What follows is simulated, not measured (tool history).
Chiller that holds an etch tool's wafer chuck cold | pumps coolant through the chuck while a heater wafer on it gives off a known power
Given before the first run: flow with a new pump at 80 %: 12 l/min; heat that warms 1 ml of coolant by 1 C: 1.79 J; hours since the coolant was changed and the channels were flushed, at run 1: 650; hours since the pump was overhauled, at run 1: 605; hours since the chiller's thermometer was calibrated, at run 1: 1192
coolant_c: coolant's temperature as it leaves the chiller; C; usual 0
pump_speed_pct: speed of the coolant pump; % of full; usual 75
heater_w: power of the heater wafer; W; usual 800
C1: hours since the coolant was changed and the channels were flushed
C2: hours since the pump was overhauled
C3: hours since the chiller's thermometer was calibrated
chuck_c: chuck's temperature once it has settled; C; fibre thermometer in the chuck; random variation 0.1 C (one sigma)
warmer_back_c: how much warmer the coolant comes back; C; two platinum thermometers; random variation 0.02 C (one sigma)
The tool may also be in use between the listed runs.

Run 1, day 0.000: usual settings; C1 650; C2 605; C3 1192. Result: chuck_c 8.8 C, warmer_back_c 2.45 C.
Run 2, day 1.342: usual settings; C1 682; C2 637; C3 1224. Result: chuck_c 8.7 C, warmer_back_c 2.42 C.
Run 3, day 2.633: usual settings; C1 713; C2 668; C3 1255. Result: chuck_c 8.8 C, warmer_back_c 2.42 C.
Run 4, day 3.438: usual settings; C1 732; C2 687; C3 1275. Result: chuck_c 8.7 C, warmer_back_c 2.40 C.
Run 5, day 4.621: usual settings; C1 761; C2 716; C3 1303. Result: chuck_c 8.9 C, warmer_back_c 2.42 C.
Run 6, day 5.996: usual settings; C1 794; C2 749; C3 1336. Result: chuck_c 8.6 C, warmer_back_c 2.40 C.
Run 7, day 7.421: usual settings; C1 828; C2 783; C3 1370. Result: chuck_c 8.8 C, warmer_back_c 2.38 C.
Run 8, day 8.117: usual settings but coolant_c 8 C; C1 845; C2 800; C3 1387. Result: chuck_c 16.8 C, warmer_back_c 2.45 C.
Run 9, day 9.567: usual settings but pump_speed_pct 91 % of full; C1 880; C2 834; C3 1422. Result: chuck_c 7.8 C, warmer_back_c 1.95 C.
Run 10, day 10.600: usual settings; C1 904; C2 859; C3 1447. Result: chuck_c 8.9 C, warmer_back_c 2.40 C.
Run 11, day 11.596: usual settings but heater_w 774 W; C1 928; C2 883; C3 1471. Result: chuck_c 8.5 C, warmer_back_c 2.34 C.
Run 12, day 12.825: usual settings but pump_speed_pct 74 % of full; C1 958; C2 913; C3 1500. Result: chuck_c 9.1 C, warmer_back_c 2.48 C.
Run 13, day 14.183: usual settings but pump_speed_pct 74 % of full; C1 990; C2 945; C3 1533. Result: chuck_c 8.9 C, warmer_back_c 2.48 C.
Run 14, day 14.817: usual settings; C1 1006; C2 960; C3 1548. Result: chuck_c 8.8 C, warmer_back_c 2.42 C.
Run 15, day 16.171: usual settings but pump_speed_pct 80 % of full; C1 1038; C2 993; C3 1580. Result: chuck_c 8.5 C, warmer_back_c 2.25 C.
Run 16, day 16.942: usual settings; C1 1057; C2 1011; C3 1599. Result: chuck_c 8.9 C, warmer_back_c 2.44 C.
Run 17, day 18.304: usual settings but coolant_c -7 C; C1 1089; C2 1044; C3 1632. Result: chuck_c 1.8 C, warmer_back_c 2.40 C.
Run 18, day 19.325: usual settings but coolant_c -7 C; C1 1114; C2 1069; C3 1656. Result: chuck_c 1.8 C, warmer_back_c 2.46 C.
Run 19, day 20.333: usual settings but coolant_c -8 C, heater_w 667 W; C1 1138; C2 1093; C3 1680. Result: chuck_c -0.4 C, warmer_back_c 2.04 C.
Run 20, day 21.375: usual settings but coolant_c -1 C; C1 1163; C2 1118; C3 1705. Result: chuck_c 7.9 C, warmer_back_c 2.45 C.
Run 21, day 22.525: usual settings but coolant_c 5 C, pump_speed_pct 98 % of full; C1 1191; C2 1145; C3 1733. Result: chuck_c 12.3 C, warmer_back_c 1.83 C.
Run 22, day 23.183: usual settings but pump_speed_pct 91 % of full, heater_w 401 W; C1 1206; C2 1161; C3 1749. Result: chuck_c 3.9 C, warmer_back_c 0.99 C.
Run 23, day 24.646: usual settings but pump_speed_pct 85 % of full, heater_w 777 W; C1 1241; C2 1196; C3 1784. Result: chuck_c 7.9 C, warmer_back_c 2.05 C.
Run 24, day 25.438: usual settings but pump_speed_pct 85 % of full, heater_w 777 W; C1 1260; C2 1215; C3 1803. Result: chuck_c 8.0 C, warmer_back_c 2.06 C.
Run 25, day 26.383: usual settings but coolant_c 1 C, pump_speed_pct 66 % of full, heater_w 763 W; C1 1283; C2 1238; C3 1825. Result: chuck_c 10.5 C, warmer_back_c 2.68 C.
Run 26, day 27.233: usual settings but coolant_c 1 C, pump_speed_pct 66 % of full, heater_w 763 W; C1 1304; C2 1258; C3 1846. Result: chuck_c 10.3 C, warmer_back_c 2.68 C.
Run 27, day 28.721: usual settings but coolant_c -8 C, pump_speed_pct 60 % of full; C1 1339; C2 1294; C3 1882. Result: chuck_c 2.7 C, warmer_back_c 3.12 C.
Run 28, day 30.142: usual settings but coolant_c 5 C, pump_speed_pct 76 % of full, heater_w 731 W; C1 1373; C2 1328; C3 1916. Result: chuck_c 13.3 C, warmer_back_c 2.19 C.
Run 29, day 31.096: usual settings but coolant_c 5 C, pump_speed_pct 76 % of full, heater_w 731 W; C1 1396; C2 1351; C3 1939. Result: chuck_c 13.2 C, warmer_back_c 2.20 C.
Run 30, day 32.233: usual settings but coolant_c 9 C, pump_speed_pct 92 % of full, heater_w 766 W; C1 1424; C2 1378; C3 1966. Result: chuck_c 16.5 C, warmer_back_c 1.84 C.
Run 31, day 33.333: usual settings but coolant_c 9 C, pump_speed_pct 92 % of full, heater_w 766 W; C1 1450; C2 1405; C3 1992. Result: chuck_c 16.4 C, warmer_back_c 1.86 C.
Run 32, day 34.708: usual settings but pump_speed_pct 92 % of full, heater_w 573 W; C1 1483; C2 1438; C3 2025. Result: chuck_c 5.6 C, warmer_back_c 1.40 C.

Predict each of these 4 candidate next runs independently; none follows another, all start after run 32:
Run A, day 35.533: usual settings but pump_speed_pct 77 % of full, heater_w 573 W; C1 1503; C2 1458; C3 2045. Result: chuck_c ?, warmer_back_c ?.
Run B, day 35.533: usual settings but pump_speed_pct 79 % of full, heater_w 900 W; C1 1503; C2 1458; C3 2045. Result: chuck_c ?, warmer_back_c ?.
Run C, day 35.533: usual settings but coolant_c -7 C, pump_speed_pct 92 % of full, heater_w 458 W; C1 1503; C2 1458; C3 2045. Result: chuck_c ?, warmer_back_c ?.
Run D, day 35.533: usual settings but pump_speed_pct 96 % of full, heater_w 573 W; C1 1503; C2 1458; C3 2045. Result: chuck_c ?, warmer_back_c ?.

run  chuck_c  warmer_back_c
  A      6.4           1.73
  B      9.9           2.60
  C     -2.5           1.11
  D      5.3           1.31
With the hidden condition removed and each run's random variation left untouched, the same runs would have given:
run  chuck_c  warmer_back_c
  A      6.0           1.69
  B      9.4           2.54
  C     -2.8           1.09
  D      5.0           1.28
